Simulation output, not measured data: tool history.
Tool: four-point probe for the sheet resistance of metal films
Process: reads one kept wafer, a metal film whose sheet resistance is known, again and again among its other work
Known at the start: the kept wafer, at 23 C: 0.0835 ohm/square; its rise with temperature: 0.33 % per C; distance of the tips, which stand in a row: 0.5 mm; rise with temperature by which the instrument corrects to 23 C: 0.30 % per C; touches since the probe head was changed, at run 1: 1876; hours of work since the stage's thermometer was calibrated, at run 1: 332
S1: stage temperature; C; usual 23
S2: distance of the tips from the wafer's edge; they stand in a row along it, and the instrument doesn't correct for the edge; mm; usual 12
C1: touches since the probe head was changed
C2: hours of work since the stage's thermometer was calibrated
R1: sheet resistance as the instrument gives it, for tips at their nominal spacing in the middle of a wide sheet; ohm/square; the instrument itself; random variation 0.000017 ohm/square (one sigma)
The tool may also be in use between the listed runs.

| run | hour | S1 | S2 | C1 | C2 | R1 |
|---|---|---|---|---|---|---|
| 1 | 0 | 23 | 12 | 1876 | 332 | 0.083584 |
| 2 | 16.2 | 23 | 46 | 2109 | 342 | 0.083522 |
| 3 | 43.5 | 27 | 12 | 2501 | 361 | 0.083659 |
| 4 | 58.6 | 27 | 46 | 2718 | 371 | 0.083607 |
| 5 | 71.2 | 27 | 46 | 2899 | 379 | 0.083602 |
| 6 | 94 | 23 | 6 | 3228 | 394 | 0.083817 |
| 7 | 119.3 | 18 | 6 | 3591 | 411 | 0.083681 |
| 8 | 143.9 | 18 | 6 | 3944 | 427 | 0.083694 |
| 9 | 169.3 | 18 | 6 | 4310 | 444 | 0.08369 |
| 10 | 188.5 | 23 | 12 | 4585 | 457 | 0.083577 |
| 11 | 213.3 | 23 | 14 | 4942 | 473 | 0.083542 |
| 12 | 229 | 23 | 7 | 5168 | 483 | 0.083692 |
| 13 | 259.6 | 23 | 7 | 5607 | 504 | 0.083741 |
| 14 | 278.7 | 23 | 7 | 5882 | 516 | 0.083765 |
| 15 | 304.5 | 23 | 7 | 6253 | 533 | 0.083699 |
| 16 | 322.7 | 23 | 7 | 6514 | 545 | 0.083739 |
| 17 | 336.9 | 23 | 7 | 6718 | 555 | 0.083716 |
| 18 | 357.5 | 32 | 12 | 7013 | 568 | 0.083759 |
| 19 | 374.8 | 32 | 12 | 7263 | 580 | 0.083777 |
| 20 | 398.3 | 32 | 12 | 7600 | 596 | 0.083787 |
| 21 | 424 | 32 | 12 | 7970 | 613 | 0.083765 |
| 22 | 437.5 | 32 | 12 | 8164 | 622 | 0.083767 |
| 23 | 460.8 | 32 | 12 | 8498 | 637 | 0.083747 |
| 24 | 482.5 | 32 | 16 | 8811 | 651 | 0.083743 |
| 25 | 506.2 | 26 | 16 | 9152 | 667 | 0.083588 |
| 26 | 524.9 | 22 | 18 | 9420 | 679 | 0.0835 |
| 27 | 539.7 | 34 | 13 | 9632 | 689 | 0.08379 |
|  | 542.8 | stage's thermometer calibrated |
| 28 | 552.9 | 26 | 13 | 9815 | 7 | 0.083663 |
| 29 | 573.2 | 24 | 3 | 10106 | 20 | 0.084784 |
| 30 | 602.6 | 31 | 44 | 10529 | 40 | 0.08367 |
| 31 | 616.3 | 31 | 44 | 10726 | 49 | 0.083705 |
| 32 | 634.7 | 31 | 44 | 10991 | 61 | 0.083698 |
| 33 | 662.9 | 28 | 15 | 11396 | 80 | 0.083664 |
| 34 | 676.5 | 26 | 6 | 11591 | 89 | 0.083907 |
| 35 | 700.5 | 26 | 6 | 11936 | 104 | 0.083873 |
|  | 724.5 | stage's thermometer calibrated, once more |
| 36 | 730.4 | 26 | 6 | 12358 | 4 | 0.083782 |
| 37 | 756.7 | 26 | 6 | 12737 | 21 | 0.083791 |
| 38 | 783.2 | 23 | 28 | 13117 | 39 | 0.083421 |
| 39 | 796.6 | 25 | 17 | 13311 | 48 | 0.083474 |
| 40 | 819.7 | 25 | 17 | 13642 | 63 | 0.083476 |
| 41 | 850.1 | 25 | 17 | 14079 | 83 | 0.083477 |
| 42 | 877.9 | 19 | 23 | 14478 | 102 | 0.083317 |
| 43 | 898.9 | 19 | 23 | 14780 | 116 | 0.083357 |
| 44 | 912 | 23 | 3 | 14969 | 124 | 0.084648 |

Measured less the same run without the tool's hidden state. The same run-to-run variation is in both; the gauge's scatter may not be:
The hidden state here: inner tips' distance over the nominal, %; tips' flats over new ones', %; wafer's true temperature over the reading, C; drift of the gauge itself on sheet_ohm, %.
| run | R1 |
|---|---|
| 1 | +0.000012 |
| 2 | +0.000011 |
| 3 | +0.000009 |
| 4 | +0.000008 |
| 5 | +0.000007 |
| 6 | +0.000006 |
| 7 | +0.000005 |
| 8 | +0.000004 |
| 9 | +0.000002 |
| 10 | +0.000001 |
| 11 | -0.000002 |
| 12 | -0.000002 |
| 13 | -0.000004 |
| 14 | -0.000005 |
| 15 | -0.000007 |
| 16 | -0.000007 |
| 17 | -0.000009 |
| 18 | -0.000011 |
| 19 | -0.000012 |
| 20 | -0.000013 |
| 21 | -0.000014 |
| 22 | -0.000015 |
| 23 | -0.000017 |
| 24 | -0.000018 |
| 25 | -0.000019 |
| 26 | -0.000019 |
| 27 | -0.000023 |
| 28 | +0.000014 |
| 29 | +0.000014 |
| 30 | +0.00001 |
| 31 | +0.00001 |
| 32 | +0.000008 |
| 33 | +0.000007 |
| 34 | +0.000007 |
| 35 | +0.000006 |
| 36 | -0.000092 |
| 37 | -0.000093 |
| 38 | -0.000094 |
| 39 | -0.000095 |
| 40 | -0.000096 |
| 41 | -0.000099 |
| 42 | -0.0001 |
| 43 | -0.000101 |
| 44 | -0.000103 |
